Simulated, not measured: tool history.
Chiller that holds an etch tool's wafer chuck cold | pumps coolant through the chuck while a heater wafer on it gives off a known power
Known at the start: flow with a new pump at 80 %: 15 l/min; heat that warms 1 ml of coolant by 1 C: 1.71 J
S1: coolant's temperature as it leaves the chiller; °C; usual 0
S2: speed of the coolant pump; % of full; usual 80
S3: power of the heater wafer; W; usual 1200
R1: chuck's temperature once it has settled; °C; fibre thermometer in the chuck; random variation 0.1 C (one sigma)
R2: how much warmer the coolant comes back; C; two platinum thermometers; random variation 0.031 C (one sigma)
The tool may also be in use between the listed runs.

run,hour,S1,S2,S3,R1,R2
1,0,0,80,1200,11.7,2.94
2,131.7,0,80,1200,11.6,2.99
3,260.6,0,80,1200,11.5,2.93
4,327.6,0,61,1200,14.5,3.85
5,421,0,61,1200,14.4,3.88
6,564.1,0,98,1200,9.9,2.43
7,636.4,0,80,780,7.6,1.93
8,745.7,0,80,780,7.4,1.87
9,904.7,0,75,1200,12.5,3.14
10,979.8,2,80,1548,17.3,3.8
11,1088.3,2,80,1548,17.3,3.83
12,1184.1,-2,80,787,5.8,1.93
13,1260.9,-2,80,787,5.9,1.92
14,1374,-2,80,787,5.8,1.97
15,1489.5,8,64,1623,27.6,5.07
16,1563.9,0,80,606,6.2,1.53
17,1676.1,0,84,1016,10.2,2.43
18,1779.3,0,84,1016,10,2.41

Not shown: 1 entry that the log had between the listed runs. Between which runs, and how does the tool's hidden state differ before and after?
Between runs 14 and 15: chiller's thermometer calibrated (hour 1489.5)
  heat passed by the chuck's channels, % of clean ones': 94.3 -> 94.1; flow at a given pump speed, % of a new pump's: 94.4 -> 94.3; coolant's true temperature over the reading, C: -0.17 -> -0.01
  measured less the result without the state, R1: +0.6 -> +1.8 °C; R2: +0.11 -> +0.29 C
